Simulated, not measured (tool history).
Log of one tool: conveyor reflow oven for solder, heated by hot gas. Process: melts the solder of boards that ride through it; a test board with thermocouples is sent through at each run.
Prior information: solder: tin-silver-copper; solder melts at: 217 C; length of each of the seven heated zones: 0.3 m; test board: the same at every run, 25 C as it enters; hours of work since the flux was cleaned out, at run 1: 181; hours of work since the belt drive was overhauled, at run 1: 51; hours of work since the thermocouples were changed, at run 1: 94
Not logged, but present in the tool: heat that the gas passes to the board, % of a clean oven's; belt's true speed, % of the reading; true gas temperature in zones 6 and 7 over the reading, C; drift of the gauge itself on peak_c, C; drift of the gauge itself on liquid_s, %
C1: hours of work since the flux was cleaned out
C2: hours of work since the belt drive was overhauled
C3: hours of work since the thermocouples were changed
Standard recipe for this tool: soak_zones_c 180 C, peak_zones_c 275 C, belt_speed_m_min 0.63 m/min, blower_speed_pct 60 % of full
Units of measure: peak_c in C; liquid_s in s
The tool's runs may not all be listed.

{"run": 1, "hour": 0.0, "soak_zones_c": 180, "peak_zones_c": 275, "belt_speed_m_min": 0.63, "blower_speed_pct": 60, "C1": 181, "C2": 51, "C3": 94, "peak_c": 256.95, "liquid_s": 46.51}
{"run": 2, "hour": 55.0, "soak_zones_c": 180, "peak_zones_c": 275, "belt_speed_m_min": 0.63, "blower_speed_pct": 60, "C1": 207, "C2": 77, "C3": 120, "peak_c": 257.13, "liquid_s": 46.5}
{"hour": 76.4, "done": "flux residue cleaned out of gas plates and filters"}
{"run": 3, "hour": 100.9, "soak_zones_c": 180, "peak_zones_c": 275, "belt_speed_m_min": 0.63, "blower_speed_pct": 60, "C1": 12, "C2": 96, "C3": 139, "peak_c": 257.02, "liquid_s": 46.39}
{"run": 4, "hour": 140.0, "soak_zones_c": 180, "peak_zones_c": 275, "belt_speed_m_min": 0.63, "blower_speed_pct": 60, "C1": 30, "C2": 114, "C3": 158, "peak_c": 257.16, "liquid_s": 46.45}
{"run": 5, "hour": 201.9, "soak_zones_c": 180, "peak_zones_c": 275, "belt_speed_m_min": 0.63, "blower_speed_pct": 60, "C1": 59, "C2": 143, "C3": 187, "peak_c": 257.12, "liquid_s": 46.59}
{"run": 6, "hour": 259.8, "soak_zones_c": 180, "peak_zones_c": 275, "belt_speed_m_min": 0.63, "blower_speed_pct": 64, "C1": 86, "C2": 171, "C3": 214, "peak_c": 257.99, "liquid_s": 46.89}
{"run": 7, "hour": 305.8, "soak_zones_c": 180, "peak_zones_c": 275, "belt_speed_m_min": 0.63, "blower_speed_pct": 64, "C1": 108, "C2": 192, "C3": 236, "peak_c": 257.8, "liquid_s": 46.91}
{"run": 8, "hour": 370.4, "soak_zones_c": 180, "peak_zones_c": 275, "belt_speed_m_min": 0.63, "blower_speed_pct": 64, "C1": 138, "C2": 223, "C3": 266, "peak_c": 257.87, "liquid_s": 47}
{"run": 9, "hour": 422.7, "soak_zones_c": 189, "peak_zones_c": 275, "belt_speed_m_min": 0.63, "blower_speed_pct": 60, "C1": 163, "C2": 247, "C3": 291, "peak_c": 258.81, "liquid_s": 49.99}
{"run": 10, "hour": 460.4, "soak_zones_c": 189, "peak_zones_c": 275, "belt_speed_m_min": 0.63, "blower_speed_pct": 60, "C1": 181, "C2": 265, "C3": 308, "peak_c": 258.77, "liquid_s": 50.07}
{"run": 11, "hour": 502.8, "soak_zones_c": 189, "peak_zones_c": 275, "belt_speed_m_min": 0.63, "blower_speed_pct": 60, "C1": 201, "C2": 285, "C3": 328, "peak_c": 258.91, "liquid_s": 50.13}
{"hour": 538.2, "done": "flux residue cleaned out of gas plates and filters"}
{"run": 12, "hour": 556.2, "soak_zones_c": 189, "peak_zones_c": 275, "belt_speed_m_min": 0.63, "blower_speed_pct": 60, "C1": 8, "C2": 308, "C3": 351, "peak_c": 259.05, "liquid_s": 50.1}
{"run": 13, "hour": 620.5, "soak_zones_c": 180, "peak_zones_c": 275, "belt_speed_m_min": 0.716, "blower_speed_pct": 60, "C1": 39, "C2": 338, "C3": 381, "peak_c": 252.45, "liquid_s": 38}
{"run": 14, "hour": 679.1, "soak_zones_c": 180, "peak_zones_c": 275, "belt_speed_m_min": 0.716, "blower_speed_pct": 60, "C1": 66, "C2": 366, "C3": 409, "peak_c": 252.39, "liquid_s": 38.04}
{"run": 15, "hour": 726.2, "soak_zones_c": 180, "peak_zones_c": 275, "belt_speed_m_min": 0.716, "blower_speed_pct": 60, "C1": 88, "C2": 388, "C3": 431, "peak_c": 252.28, "liquid_s": 37.97}
{"run": 16, "hour": 782.3, "soak_zones_c": 180, "peak_zones_c": 279, "belt_speed_m_min": 0.716, "blower_speed_pct": 68, "C1": 115, "C2": 414, "C3": 457, "peak_c": 257.5, "liquid_s": 40.7}
{"run": 17, "hour": 811.4, "soak_zones_c": 180, "peak_zones_c": 279, "belt_speed_m_min": 0.549, "blower_speed_pct": 80, "C1": 128, "C2": 428, "C3": 471, "peak_c": 267.86, "liquid_s": 59.08}
{"run": 18, "hour": 877.9, "soak_zones_c": 180, "peak_zones_c": 279, "belt_speed_m_min": 0.711, "blower_speed_pct": 67, "C1": 160, "C2": 459, "C3": 502, "peak_c": 257.51, "liquid_s": 41.04}
{"run": 19, "hour": 918.0, "soak_zones_c": 165, "peak_zones_c": 275, "belt_speed_m_min": 0.756, "blower_speed_pct": 60, "C1": 179, "C2": 478, "C3": 521, "peak_c": 246.43, "liquid_s": 29.16}
{"run": 20, "hour": 959.1, "soak_zones_c": 180, "peak_zones_c": 275, "belt_speed_m_min": 0.515, "blower_speed_pct": 76, "C1": 198, "C2": 497, "C3": 541, "peak_c": 265.15, "liquid_s": 62.22}
{"hour": 998.1, "done": "flux residue cleaned out of gas plates and filters"}
{"run": 21, "hour": 1013.6, "soak_zones_c": 184, "peak_zones_c": 281, "belt_speed_m_min": 0.656, "blower_speed_pct": 87, "C1": 7, "C2": 520, "C3": 564, "peak_c": 266.14, "liquid_s": 49.62}
{"run": 22, "hour": 1063.1, "soak_zones_c": 184, "peak_zones_c": 281, "belt_speed_m_min": 0.656, "blower_speed_pct": 87, "C1": 31, "C2": 544, "C3": 587, "peak_c": 266.32, "liquid_s": 49.56}
{"run": 23, "hour": 1091.6, "soak_zones_c": 184, "peak_zones_c": 281, "belt_speed_m_min": 0.656, "blower_speed_pct": 87, "C1": 44, "C2": 557, "C3": 601, "peak_c": 266, "liquid_s": 49.6}
{"run": 24, "hour": 1150.6, "soak_zones_c": 180, "peak_zones_c": 275, "belt_speed_m_min": 0.695, "blower_speed_pct": 60, "C1": 72, "C2": 585, "C3": 628, "peak_c": 253.58, "liquid_s": 39.96}
{"run": 25, "hour": 1216.8, "soak_zones_c": 194, "peak_zones_c": 280, "belt_speed_m_min": 0.59, "blower_speed_pct": 64, "C1": 103, "C2": 616, "C3": 659, "peak_c": 266.51, "liquid_s": 58.63}
{"run": 26, "hour": 1248.2, "soak_zones_c": 180, "peak_zones_c": 275, "belt_speed_m_min": 0.589, "blower_speed_pct": 62, "C1": 118, "C2": 631, "C3": 674, "peak_c": 259.78, "liquid_s": 51.31}
{"run": 27, "hour": 1295.7, "soak_zones_c": 176, "peak_zones_c": 274, "belt_speed_m_min": 0.58, "blower_speed_pct": 72, "C1": 140, "C2": 653, "C3": 697, "peak_c": 260.32, "liquid_s": 51.46}
{"run": 28, "hour": 1334.3, "soak_zones_c": 180, "peak_zones_c": 269, "belt_speed_m_min": 0.509, "blower_speed_pct": 53, "C1": 158, "C2": 671, "C3": 715, "peak_c": 256.88, "liquid_s": 58.51}
{"run": 29, "hour": 1371.6, "soak_zones_c": 180, "peak_zones_c": 269, "belt_speed_m_min": 0.509, "blower_speed_pct": 53, "C1": 176, "C2": 689, "C3": 732, "peak_c": 256.85, "liquid_s": 58.58}

Hidden condition of the tool, last listed run before each entry between runs versus first listed run after:
Run 2 -> run 3: flux residue cleaned out of gas plates and filters (hour 76.4)
  heat that the gas passes to the board, % of a clean oven's: 99.8 -> 100; belt's true speed, % of the reading: 100 -> 99.99
Run 11 -> run 12: flux residue cleaned out of gas plates and filters (hour 538.2)
  heat that the gas passes to the board, % of a clean oven's: 99.8 -> 100
Run 20 -> run 21: flux residue cleaned out of gas plates and filters (hour 998.1)
  heat that the gas passes to the board, % of a clean oven's: 99.9 -> 100; belt's true speed, % of the reading: 99.97 -> 99.96
